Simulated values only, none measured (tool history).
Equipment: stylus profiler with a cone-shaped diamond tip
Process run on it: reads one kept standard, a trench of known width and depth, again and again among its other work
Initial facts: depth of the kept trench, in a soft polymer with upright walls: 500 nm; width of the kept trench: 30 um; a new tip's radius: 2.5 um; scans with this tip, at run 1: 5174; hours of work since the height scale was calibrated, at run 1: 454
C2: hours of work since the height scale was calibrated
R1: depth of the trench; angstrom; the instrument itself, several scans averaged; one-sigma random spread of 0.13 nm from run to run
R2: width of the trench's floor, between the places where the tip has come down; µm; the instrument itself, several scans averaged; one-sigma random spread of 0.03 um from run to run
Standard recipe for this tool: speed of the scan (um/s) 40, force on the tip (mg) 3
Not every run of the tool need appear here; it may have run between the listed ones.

Run 1, day 0: usual settings; scans with this tip 5174; C2 454. Result: R1 5076.5 angstrom, R2 26.81 µm.
Run 2, day 0.917: usual settings; scans with this tip 5300; C2 465. Result: R1 5075.2 angstrom, R2 26.95 µm.
Run 3, day 1.712: usual settings; scans with this tip 5409; C2 475. Result: R1 5077.1 angstrom, R2 26.95 µm.
Run 4, day 3.158: usual settings; scans with this tip 5608; C2 492. Result: R1 5076.7 angstrom, R2 26.9 µm.
Run 5, day 4.183: usual settings; scans with this tip 5749; C2 504. Result: R1 5075 angstrom, R2 26.88 µm.
Run 6, day 5.529: usual settings; scans with this tip 5934; C2 521. Result: R1 5074.9 angstrom, R2 26.89 µm.
Run 7, day 6.742: usual settings; scans with this tip 6101; C2 535. Result: R1 5076.2 angstrom, R2 26.91 µm.
Run 8, day 8.046: usual settings but force on the tip (mg) 2.76; scans with this tip 6280; C2 551. Result: R1 5073.6 angstrom, R2 26.84 µm.
Run 9, day 9.633: usual settings but force on the tip (mg) 2.76; scans with this tip 6498; C2 570. Result: R1 5071.1 angstrom, R2 26.92 µm.
Run 10, day 10.775: usual settings; scans with this tip 6655; C2 584. Result: R1 5075.9 angstrom, R2 26.9 µm.
Run 11, day 11.525: usual settings; scans with this tip 6758; C2 593. Result: R1 5075.2 angstrom, R2 26.9 µm.
Run 12, day 12.992: usual settings; scans with this tip 6960; C2 611. Result: R1 5074.5 angstrom, R2 26.9 µm.
Run 13, day 14.254: usual settings but force on the tip (mg) 8.78; scans with this tip 7134; C2 626. Result: R1 5155 angstrom, R2 26.94 µm.
Run 14, day 14.958: usual settings but speed of the scan (um/s) 52, force on the tip (mg) 8.78; scans with this tip 7231; C2 634. Result: R1 5152.6 angstrom, R2 26.9 µm.
Run 15, day 15.75: usual settings; scans with this tip 7340; C2 644. Result: R1 5075.1 angstrom, R2 26.91 µm.
Run 16, day 17.296: usual settings; scans with this tip 7552; C2 663. Result: R1 5075.7 angstrom, R2 26.88 µm.
Run 17, day 18.025: usual settings but speed of the scan (um/s) 13; scans with this tip 7652; C2 671. Result: R1 5075.2 angstrom, R2 26.93 µm.
Run 18, day 19.012: usual settings but speed of the scan (um/s) 13; scans with this tip 7788; C2 683. Result: R1 5074.8 angstrom, R2 26.97 µm.
Run 19, day 20.325: usual settings but speed of the scan (um/s) 13; scans with this tip 7968; C2 699. Result: R1 5073.6 angstrom, R2 26.95 µm.
Run 20, day 21.625: usual settings but speed of the scan (um/s) 13; scans with this tip 8148; C2 715. Result: R1 5074.2 angstrom, R2 26.93 µm.
Run 21, day 22.467: usual settings but speed of the scan (um/s) 13; scans with this tip 8263; C2 725. Result: R1 5075.3 angstrom, R2 26.93 µm.
Run 22, day 23.133: usual settings but speed of the scan (um/s) 13; scans with this tip 8355; C2 733. Result: R1 5073.3 angstrom, R2 26.94 µm.
Run 23, day 24.654: usual settings but speed of the scan (um/s) 11, force on the tip (mg) 3.29; scans with this tip 8564; C2 751. Result: R1 5080.2 angstrom, R2 27.02 µm.
Run 24, day 25.325: usual settings but speed of the scan (um/s) 99, force on the tip (mg) 3.64; scans with this tip 8656; C2 760. Result: R1 5085.8 angstrom, R2 26.77 µm.
Run 25, day 26.608: usual settings but speed of the scan (um/s) 104, force on the tip (mg) 3.57; scans with this tip 8833; C2 775. Result: R1 5081.4 angstrom, R2 26.73 µm.
Run 26, day 27.446: usual settings but speed of the scan (um/s) 10, force on the tip (mg) 2.09; scans with this tip 8948; C2 785. Result: R1 5058.1 angstrom, R2 26.96 µm.
Run 27, day 28.65: usual settings but speed of the scan (um/s) 10, force on the tip (mg) 2.09; scans with this tip 9114; C2 800. Result: R1 5058.2 angstrom, R2 26.94 µm.
Run 28, day 29.575: usual settings but force on the tip (mg) 3.31; scans with this tip 9241; C2 811. Result: R1 5080.2 angstrom, R2 26.91 µm.
Run 29, day 30.917: usual settings but speed of the scan (um/s) 36, force on the tip (mg) 2.12; scans with this tip 9425; C2 827. Result: R1 5059.9 angstrom, R2 26.88 µm.
Run 30, day 32.175: usual settings but speed of the scan (um/s) 12, force on the tip (mg) 3.45; scans with this tip 9598; C2 842. Result: R1 5082.2 angstrom, R2 26.94 µm.
Run 31, day 33.158: usual settings but force on the tip (mg) 2.82; scans with this tip 9733; C2 854. Result: R1 5072.1 angstrom, R2 26.9 µm.
Run 32, day 34.308: usual settings but force on the tip (mg) 3.8; scans with this tip 9891; C2 868. Result: R1 5087.4 angstrom, R2 26.85 µm.
Run 33, day 35.738: usual settings but speed of the scan (um/s) 17, force on the tip (mg) 1.09; scans with this tip 10088; C2 885. Result: R1 5039.9 angstrom, R2 26.9 µm.
Run 34, day 36.688: usual settings but speed of the scan (um/s) 17, force on the tip (mg) 1.09; scans with this tip 10218; C2 897. Result: R1 5038.8 angstrom, R2 26.94 µm.
Run 35, day 37.371: usual settings but speed of the scan (um/s) 150, force on the tip (mg) 2.05; scans with this tip 10313; C2 905. Result: R1 5059.2 angstrom, R2 26.52 µm.
Run 36, day 38.658: usual settings but speed of the scan (um/s) 10, force on the tip (mg) 4.66; scans with this tip 10489; C2 920. Result: R1 5099.4 angstrom, R2 27 µm.
Run 37, day 39.575: usual settings but speed of the scan (um/s) 65, force on the tip (mg) 1.24; scans with this tip 10616; C2 931. Result: R1 5040.4 angstrom, R2 26.75 µm.
Run 38, day 40.504: usual settings but speed of the scan (um/s) 19, force on the tip (mg) 1.24; scans with this tip 10743; C2 943. Result: R1 5040.2 angstrom, R2 26.94 µm.
Run 39, day 41.958: usual settings but speed of the scan (um/s) 13, force on the tip (mg) 1.59; scans with this tip 10944; C2 960. Result: R1 5047.1 angstrom, R2 26.93 µm.
Run 40, day 42.896: usual settings but speed of the scan (um/s) 13, force on the tip (mg) 1.59; scans with this tip 11072; C2 972. Result: R1 5049.1 angstrom, R2 26.95 µm.
Run 41, day 43.883: usual settings but speed of the scan (um/s) 65, force on the tip (mg) 1.63; scans with this tip 11208; C2 983. Result: R1 5051.1 angstrom, R2 26.75 µm.
Run 42, day 45.412: usual settings but speed of the scan (um/s) 65, force on the tip (mg) 1.63; scans with this tip 11418; C2 1002. Result: R1 5050.7 angstrom, R2 26.78 µm.

Expected results for the next run?
Run 43, day 46.796: usual settings but speed of the scan (um/s) 12, force on the tip (mg) 2.15; scans with this tip 11608; C2 1019. Result: R1 ?, R2 ?.

Run 43 produced R1 5060.9 angstrom, R2 26.96 µm.
With the hidden condition absent and the run-to-run variation left alone, this run would have shown R1 5060.7 angstrom, R2 26.97 µm.

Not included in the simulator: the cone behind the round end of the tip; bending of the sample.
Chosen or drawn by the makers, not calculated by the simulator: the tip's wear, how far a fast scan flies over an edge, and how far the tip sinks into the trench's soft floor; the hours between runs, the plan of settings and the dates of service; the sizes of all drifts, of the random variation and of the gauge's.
